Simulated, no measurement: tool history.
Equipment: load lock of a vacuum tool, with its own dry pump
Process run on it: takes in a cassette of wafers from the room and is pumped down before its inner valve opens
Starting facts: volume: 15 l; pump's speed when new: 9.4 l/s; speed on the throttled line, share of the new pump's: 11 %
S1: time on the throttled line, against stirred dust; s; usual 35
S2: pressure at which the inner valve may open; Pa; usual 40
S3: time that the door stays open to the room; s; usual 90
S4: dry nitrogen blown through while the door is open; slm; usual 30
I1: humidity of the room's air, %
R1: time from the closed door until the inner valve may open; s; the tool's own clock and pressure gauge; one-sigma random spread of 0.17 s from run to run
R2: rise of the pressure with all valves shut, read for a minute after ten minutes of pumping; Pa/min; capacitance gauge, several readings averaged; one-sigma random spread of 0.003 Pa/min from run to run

{"run": 1, "hour": 0.0, "S1": 35, "S2": 40, "S3": 90, "S4": 30, "I1": 48.8, "R1": 44.6, "R2": 0.055}
{"run": 2, "hour": 100.0, "S1": 35, "S2": 40, "S3": 90, "S4": 30, "I1": 42.3, "R1": 44.3, "R2": 0.05}
{"run": 3, "hour": 199.5, "S1": 35, "S2": 40, "S3": 90, "S4": 30, "I1": 47.3, "R1": 44.6, "R2": 0.053}
{"run": 4, "hour": 291.2, "S1": 35, "S2": 40, "S3": 90, "S4": 30, "I1": 46.8, "R1": 44.1, "R2": 0.05}
{"run": 5, "hour": 375.4, "S1": 35, "S2": 40, "S3": 90, "S4": 30, "I1": 45.2, "R1": 44.4, "R2": 0.051}
{"run": 6, "hour": 474.4, "S1": 35, "S2": 40, "S3": 90, "S4": 30, "I1": 45.9, "R1": 44.6, "R2": 0.052}
{"run": 7, "hour": 550.8, "S1": 35, "S2": 40, "S3": 196, "S4": 30, "I1": 43.6, "R1": 44.6, "R2": 0.072}
{"run": 8, "hour": 610.2, "S1": 35, "S2": 40, "S3": 90, "S4": 30, "I1": 44.4, "R1": 44.6, "R2": 0.051}
{"run": 9, "hour": 667.2, "S1": 35, "S2": 40, "S3": 90, "S4": 5, "I1": 40.3, "R1": 44.7, "R2": 0.099}
{"run": 10, "hour": 717.3, "S1": 35, "S2": 40, "S3": 90, "S4": 30, "I1": 42.7, "R1": 44.7, "R2": 0.049}
{"run": 11, "hour": 817.2, "S1": 35, "S2": 40, "S3": 90, "S4": 30, "I1": 45.6, "R1": 44.5, "R2": 0.056}
{"run": 12, "hour": 893.7, "S1": 35, "S2": 30, "S3": 90, "S4": 30, "I1": 43.7, "R1": 45.1, "R2": 0.054}
{"run": 13, "hour": 953.6, "S1": 35, "S2": 58, "S3": 90, "S4": 30, "I1": 44.6, "R1": 44.1, "R2": 0.055}
{"run": 14, "hour": 998.2, "S1": 35, "S2": 58, "S3": 65, "S4": 30, "I1": 42.1, "R1": 44.2, "R2": 0.05}
{"run": 15, "hour": 1068.9, "S1": 19, "S2": 49, "S3": 31, "S4": 23, "I1": 41.5, "R1": 30.3, "R2": 0.036}
{"run": 16, "hour": 1116.5, "S1": 35, "S2": 43, "S3": 80, "S4": 30, "I1": 43.7, "R1": 44.7, "R2": 0.048}
{"run": 17, "hour": 1160.6, "S1": 22, "S2": 55, "S3": 176, "S4": 18, "I1": 44.2, "R1": 32.9, "R2": 0.096}
{"run": 18, "hour": 1252.5, "S1": 22, "S2": 55, "S3": 176, "S4": 18, "I1": 45.8, "R1": 32.6, "R2": 0.104}
{"run": 19, "hour": 1299.7, "S1": 20, "S2": 40, "S3": 90, "S4": 30, "I1": 46.8, "R1": 31.5, "R2": 0.057}
{"run": 20, "hour": 1390.0, "S1": 58, "S2": 40, "S3": 86, "S4": 12, "I1": 43.4, "R1": 65.6, "R2": 0.075}
{"run": 21, "hour": 1476.3, "S1": 58, "S2": 40, "S3": 86, "S4": 12, "I1": 42.5, "R1": 65.6, "R2": 0.078}
{"run": 22, "hour": 1529.0, "S1": 58, "S2": 40, "S3": 86, "S4": 12, "I1": 41.7, "R1": 65.0, "R2": 0.07}
{"run": 23, "hour": 1596.1, "S1": 35, "S2": 40, "S3": 95, "S4": 30, "I1": 43.8, "R1": 45.0, "R2": 0.054}
{"run": 24, "hour": 1685.8, "S1": 35, "S2": 40, "S3": 95, "S4": 30, "I1": 43.8, "R1": 45.0, "R2": 0.054}
{"run": 25, "hour": 1734.3, "S1": 35, "S2": 40, "S3": 95, "S4": 30, "I1": 44.6, "R1": 44.7, "R2": 0.061}
{"run": 26, "hour": 1796.5, "S1": 35, "S2": 40, "S3": 95, "S4": 30, "I1": 44.7, "R1": 45.0, "R2": 0.054}
{"run": 27, "hour": 1887.7, "S1": 35, "S2": 40, "S3": 95, "S4": 30, "I1": 44.3, "R1": 44.7, "R2": 0.06}

What if the next run were any one of these 3? Each begins from the tool's condition after run 27:
{"run": "A", "hour": 1936.3, "S1": 42, "S2": 72, "S3": 28, "S4": 30, "I1": 47.1, "R1": "?", "R2": "?"}
{"run": "B", "hour": 1936.3, "S1": 35, "S2": 63, "S3": 126, "S4": 30, "I1": 45.8, "R1": "?", "R2": "?"}
{"run": "C", "hour": 1936.3, "S1": 35, "S2": 40, "S3": 55, "S4": 30, "I1": 46.2, "R1": "?", "R2": "?"}

run=A R1=50.0 R2=0.036
run=B R1=43.9 R2=0.069
run=C R1=44.6 R2=0.050
Take away the tool's hidden state, keep each run's random variation, and the runs would have read:
run=A R1=49.2 R2=0.023
run=B R1=43.0 R2=0.056
run=C R1=43.7 R2=0.037
